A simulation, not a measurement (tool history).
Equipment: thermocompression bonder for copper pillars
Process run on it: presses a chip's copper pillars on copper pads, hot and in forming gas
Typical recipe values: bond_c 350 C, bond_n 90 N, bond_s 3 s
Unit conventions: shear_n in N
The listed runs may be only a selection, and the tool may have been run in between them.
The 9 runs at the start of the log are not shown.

run    hour  bond_c  bond_n  bond_s  shear_n
 10   744.8     350      90       3      112
 11   808.3     350      90       3    112.1
      892.6  -- forming gas filter changed
 12   895.4     350      90       4    123.5
 13   971.1     350      90       4    124.4
      990.6  -- heater calibrated with a thermocouple chip
 14  1053.8     350      90       4    117.4
 15  1141.9     350      65       3     82.4
 16  1200.9     350      65       3     82.5
 17  1271.8     342      65       3     76.8
 18  1355.1     350     132       3    132.7
 19  1423.3     324      70       3     68.5
 20  1488.1     355      68       2       77
 21  1529.8     332     126       3    118.2
 22  1580.5     333      60       3     62.9
     1586.5  -- force cell calibrated
     1599.7  -- forming gas filter changed
 23    1671     333      60       3     70.4
 24  1741.2     369     129       6    148.3
 25  1838.7     369     129       6    147.6
 26  1896.2     363      62       3     93.5
 27  1943.1     332      84       3     96.4
 28  2040.8     343     134       3    133.9
 29  2083.4     323      97       2     89.2
 30  2185.4     359     128       8    145.3
 31  2272.5     359     128       8    143.7

Alternative continuations, all from the tool just after run 31; predict every row:
     2300.4  -- forming gas filter changed
  A  2346.3     326      90       3        ?
     2300.4  -- forming gas filter changed
  B  2346.3     336      56       3        ?
     2300.4  -- forming gas filter changed
  C  2346.3     358      63       8        ?

run  shear_n
  A     99.1
  B     69.6
  C    120.6
Take away the tool's hidden state, keep each run's random variation, and the runs would have read:
run  shear_n
  A     93.4
  B     64.6
  C    116.4
